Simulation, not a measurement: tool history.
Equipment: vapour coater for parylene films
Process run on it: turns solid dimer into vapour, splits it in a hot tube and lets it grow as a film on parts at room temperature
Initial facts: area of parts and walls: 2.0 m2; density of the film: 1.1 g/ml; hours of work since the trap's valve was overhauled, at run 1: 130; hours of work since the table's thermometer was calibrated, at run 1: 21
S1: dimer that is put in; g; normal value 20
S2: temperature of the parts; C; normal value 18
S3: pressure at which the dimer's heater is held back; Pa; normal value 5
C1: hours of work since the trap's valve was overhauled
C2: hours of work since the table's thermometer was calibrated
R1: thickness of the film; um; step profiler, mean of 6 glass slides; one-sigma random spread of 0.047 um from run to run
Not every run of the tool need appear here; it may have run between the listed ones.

{"run": 1, "hour": 0.0, "S1": 20, "S2": 18, "S3": 5, "C1": 130, "C2": 21, "R1": 5.19}
{"run": 2, "hour": 41.1, "S1": 20, "S2": 18, "S3": 5, "C1": 165, "C2": 56, "R1": 5.08}
{"run": 3, "hour": 71.8, "S1": 20, "S2": 18, "S3": 5, "C1": 191, "C2": 82, "R1": 5.07}
{"run": 4, "hour": 111.0, "S1": 20, "S2": 18, "S3": 9.62, "C1": 225, "C2": 115, "R1": 4.41}
{"run": 5, "hour": 143.6, "S1": 20, "S2": 18, "S3": 5, "C1": 252, "C2": 143, "R1": 4.99}
{"run": 6, "hour": 178.1, "S1": 20, "S2": 18, "S3": 5, "C1": 282, "C2": 172, "R1": 4.95}
{"run": 7, "hour": 250.4, "S1": 20, "S2": 18, "S3": 5, "C1": 343, "C2": 234, "R1": 4.85}
{"run": 8, "hour": 304.8, "S1": 20, "S2": 18, "S3": 5, "C1": 389, "C2": 280, "R1": 4.8}
{"run": 9, "hour": 365.3, "S1": 20, "S2": 18, "S3": 5, "C1": 441, "C2": 332, "R1": 4.85}
{"run": 10, "hour": 421.3, "S1": 17, "S2": 18, "S3": 5, "C1": 488, "C2": 379, "R1": 3.99}
{"hour": 465.3, "done": "trap's valve overhauled"}
{"run": 11, "hour": 467.2, "S1": 17, "S2": 18, "S3": 5, "C1": 2, "C2": 415, "R1": 4.61}
{"run": 12, "hour": 511.7, "S1": 20, "S2": 12, "S3": 5, "C1": 39, "C2": 453, "R1": 6.68}
{"run": 13, "hour": 585.6, "S1": 20, "S2": 18, "S3": 5, "C1": 102, "C2": 515, "R1": 5.26}
{"run": 14, "hour": 658.2, "S1": 20, "S2": 18, "S3": 5, "C1": 164, "C2": 577, "R1": 5.27}
{"run": 15, "hour": 728.0, "S1": 20, "S2": 18, "S3": 5, "C1": 223, "C2": 636, "R1": 5.12}
{"run": 16, "hour": 781.7, "S1": 20, "S2": 18, "S3": 5, "C1": 269, "C2": 682, "R1": 5.02}
{"run": 17, "hour": 855.6, "S1": 20, "S2": 18, "S3": 5, "C1": 332, "C2": 745, "R1": 5.11}
{"run": 18, "hour": 888.1, "S1": 20, "S2": 18, "S3": 5, "C1": 359, "C2": 773, "R1": 4.97}
{"run": 19, "hour": 923.7, "S1": 20, "S2": 18, "S3": 5, "C1": 390, "C2": 803, "R1": 4.92}
{"run": 20, "hour": 963.1, "S1": 20, "S2": 18, "S3": 5, "C1": 423, "C2": 836, "R1": 4.85}
{"run": 21, "hour": 993.7, "S1": 20, "S2": 18, "S3": 5, "C1": 449, "C2": 862, "R1": 4.89}
{"run": 22, "hour": 1042.7, "S1": 20, "S2": 18, "S3": 5, "C1": 491, "C2": 904, "R1": 4.82}
{"hour": 1083.9, "done": "trap's valve overhauled"}
{"run": 23, "hour": 1109.9, "S1": 20, "S2": 18, "S3": 5, "C1": 22, "C2": 958, "R1": 5.56}
{"run": 24, "hour": 1152.9, "S1": 20, "S2": 29, "S3": 5, "C1": 59, "C2": 994, "R1": 3.6}
{"run": 25, "hour": 1206.8, "S1": 28, "S2": 12, "S3": 5, "C1": 105, "C2": 1040, "R1": 9.55}
{"run": 26, "hour": 1278.0, "S1": 20, "S2": 17, "S3": 2.46, "C1": 165, "C2": 1101, "R1": 6.42}
{"hour": 1310.3, "done": "table's thermometer calibrated"}
{"run": 27, "hour": 1324.9, "S1": 20, "S2": 17, "S3": 2.46, "C1": 204, "C2": 12, "R1": 5.98}
{"run": 28, "hour": 1382.8, "S1": 16, "S2": 20, "S3": 9.09, "C1": 253, "C2": 62, "R1": 3.2}
{"run": 29, "hour": 1413.8, "S1": 16, "S2": 20, "S3": 9.09, "C1": 280, "C2": 88, "R1": 3.27}
{"run": 30, "hour": 1477.2, "S1": 25, "S2": 11, "S3": 7.16, "C1": 333, "C2": 142, "R1": 7.35}
{"run": 31, "hour": 1525.1, "S1": 25, "S2": 11, "S3": 7.16, "C1": 374, "C2": 183, "R1": 7.37}
{"run": 32, "hour": 1575.1, "S1": 13, "S2": 19, "S3": 5.16, "C1": 417, "C2": 225, "R1": 3.01}
{"run": 33, "hour": 1643.2, "S1": 31, "S2": 25, "S3": 5.16, "C1": 475, "C2": 283, "R1": 5.6}
{"run": 34, "hour": 1682.9, "S1": 31, "S2": 14, "S3": 3.21, "C1": 508, "C2": 317, "R1": 9.18}
{"hour": 1704.2, "done": "trap's valve overhauled"}
{"run": 35, "hour": 1747.2, "S1": 20, "S2": 22, "S3": 5, "C1": 37, "C2": 368, "R1": 4.51}
{"run": 36, "hour": 1798.3, "S1": 20, "S2": 22, "S3": 5, "C1": 80, "C2": 411, "R1": 4.56}
{"run": 37, "hour": 1857.4, "S1": 24, "S2": 11, "S3": 5, "C1": 130, "C2": 462, "R1": 8.15}
{"run": 38, "hour": 1900.4, "S1": 24, "S2": 11, "S3": 5, "C1": 167, "C2": 498, "R1": 8.03}
{"run": 39, "hour": 1943.5, "S1": 31, "S2": 10, "S3": 6.48, "C1": 203, "C2": 535, "R1": 10.34}
{"run": 40, "hour": 2016.6, "S1": 11, "S2": 27, "S3": 5, "C1": 266, "C2": 597, "R1": 1.98}
{"run": 41, "hour": 2077.2, "S1": 16, "S2": 29, "S3": 3.04, "C1": 317, "C2": 648, "R1": 2.91}
{"run": 42, "hour": 2135.9, "S1": 16, "S2": 18, "S3": 5, "C1": 367, "C2": 698, "R1": 3.89}
{"run": 43, "hour": 2172.3, "S1": 20, "S2": 26, "S3": 2.19, "C1": 398, "C2": 729, "R1": 4.31}
{"run": 44, "hour": 2234.6, "S1": 30, "S2": 10, "S3": 4.15, "C1": 451, "C2": 782, "R1": 10.23}
{"run": 45, "hour": 2286.5, "S1": 15, "S2": 18, "S3": 3.78, "C1": 495, "C2": 826, "R1": 3.76}
{"hour": 2323.3, "done": "trap's valve overhauled"}
{"run": 46, "hour": 2343.5, "S1": 8, "S2": 19, "S3": 5, "C1": 17, "C2": 871, "R1": 2.1}
{"run": 47, "hour": 2387.6, "S1": 14, "S2": 11, "S3": 7.21, "C1": 55, "C2": 909, "R1": 4.64}

Per-run results on a tool with no hidden state, each run keeping its own random variation:
Hidden conditions of the tool in this case: vapour lost through the trap's worn valve, %; true temperature of the parts over the reading, C; drift of the gauge itself on film_um, %.
run=1 R1=5.37
run=2 R1=5.3
run=3 R1=5.31
run=4 R1=4.65
run=5 R1=5.3
run=6 R1=5.29
run=7 R1=5.26
run=8 R1=5.25
run=9 R1=5.36
run=10 R1=4.47
run=11 R1=4.54
run=12 R1=6.62
run=13 R1=5.28
run=14 R1=5.36
run=15 R1=5.28
run=16 R1=5.23
run=17 R1=5.39
run=18 R1=5.29
run=19 R1=5.26
run=20 R1=5.23
run=21 R1=5.31
run=22 R1=5.29
run=23 R1=5.32
run=24 R1=3.48
run=25 R1=9.32
run=26 R1=6.34
run=27 R1=6.31
run=28 R1=3.42
run=29 R1=3.51
run=30 R1=7.98
run=31 R1=8.09
run=32 R1=3.33
run=33 R1=6.28
run=34 R1=10.41
run=35 R1=4.49
run=36 R1=4.58
run=37 R1=8.26
run=38 R1=8.2
run=39 R1=10.63
run=40 R1=2.06
run=41 R1=3.06
run=42 R1=4.15
run=43 R1=4.63
run=44 R1=11.13
run=45 R1=4.13
run=46 R1=2.04
run=47 R1=4.53
